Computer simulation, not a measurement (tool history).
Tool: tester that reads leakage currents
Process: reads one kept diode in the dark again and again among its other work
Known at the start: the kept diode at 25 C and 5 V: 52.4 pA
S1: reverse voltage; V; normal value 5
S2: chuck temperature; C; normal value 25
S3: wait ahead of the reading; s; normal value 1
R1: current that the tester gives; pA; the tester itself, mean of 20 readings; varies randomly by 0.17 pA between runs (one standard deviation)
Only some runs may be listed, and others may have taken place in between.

| run | hour | S1 | S2 | S3 | R1 |
|---|---|---|---|---|---|
| 1 | 0 | 5 | 25 | 1 | 63.15 |
|  | 20.9 | chuck's temperature calibrated |
| 2 | 32.3 | 5 | 25 | 1 | 55.74 |
| 3 | 57.8 | 13.63 | 25 | 1 | 91.21 |
| 4 | 87.9 | 19.26 | 25 | 1 | 109.37 |
| 5 | 117.9 | 4.31 | 25 | 1 | 52.5 |
| 6 | 148.9 | 5 | 58 | 1 | 490.3 |
| 7 | 170 | 5 | 25 | 1 | 56.43 |
| 8 | 201.8 | 5 | 25 | 1 | 57.07 |
| 9 | 226.7 | 5 | 25 | 1 | 57.28 |
| 10 | 255.1 | 5 | 25 | 1 | 57.54 |
| 11 | 270.3 | 5 | 25 | 1 | 57.17 |
| 12 | 289.7 | 5 | 25 | 1 | 57.52 |
|  | 294.9 | probe card cleaned and baked |
| 13 | 319 | 5 | 25 | 1 | 58.44 |
| 14 | 354.3 | 5 | 24 | 1 | 54.52 |
| 15 | 372.6 | 5 | 25 | 1 | 58.44 |
| 16 | 387.8 | 5 | 25 | 1 | 58.63 |
| 17 | 409.7 | 2.02 | 25 | 1 | 37.69 |
|  | 422.3 | probe card cleaned and baked, once more |
| 18 | 429.5 | 2.02 | 25 | 1 | 37.03 |
| 19 | 449.9 | 2.02 | 25 | 7.35 | 36.37 |
| 20 | 476.9 | 5 | 25 | 1 | 56.25 |
| 21 | 498.6 | 2.24 | 31 | 1 | 59.99 |
| 22 | 533.2 | 2.24 | 31 | 1 | 60.27 |
| 23 | 549.3 | 4.06 | 31 | 1 | 79.72 |
| 24 | 573 | 4.06 | 31 | 1 | 79.45 |
| 25 | 590.3 | 1.39 | 48 | 1 | 152.75 |
| 26 | 612.5 | 7.22 | 22 | 1 | 55.41 |
| 27 | 646.3 | 2.83 | 24 | 1.09 | 41.06 |
| 28 | 674.7 | 9.02 | 20 | 3.97 | 52.01 |
| 29 | 699.1 | 9.02 | 20 | 3.97 | 52.39 |
| 30 | 727.6 | 7.47 | 50 | 1.07 | 377.02 |
| 31 | 742.1 | 18.59 | 22 | 1.6 | 87.44 |
| 32 | 770.1 | 5 | 21 | 1.47 | 43.61 |
| 33 | 804.8 | 11.52 | 22 | 1.23 | 70.67 |
| 34 | 839.3 | 2.86 | 51 | 1 | 261.36 |
| 35 | 857.1 | 2.86 | 51 | 1 | 261.2 |
| 36 | 874.6 | 6.12 | 48 | 8.56 | 305.78 |
| 37 | 897.4 | 6.12 | 48 | 8.56 | 305.7 |
| 38 | 914.3 | 3.04 | 20 | 0.36 | 34.61 |

Forecast each of these 4 alternatives for the next run:
| A | 945.7 | 9.37 | 53 | 1.61 | ? |
| B | 945.7 | 2.07 | 25 | 1 | ? |
| C | 945.7 | 3.04 | 56 | 0.36 | ? |
| D | 945.7 | 3.66 | 20 | 1.07 | ? |

| run | R1 |
|---|---|
| A | 514.85 |
| B | 39.69 |
| C | 370.54 |
| D | 36.19 |
Stripped of hidden state, with their random variation kept, the same runs would have yielded:
| run | R1 |
|---|---|
| A | 476.05 |
| B | 35.98 |
| C | 343.89 |
| D | 32.39 |

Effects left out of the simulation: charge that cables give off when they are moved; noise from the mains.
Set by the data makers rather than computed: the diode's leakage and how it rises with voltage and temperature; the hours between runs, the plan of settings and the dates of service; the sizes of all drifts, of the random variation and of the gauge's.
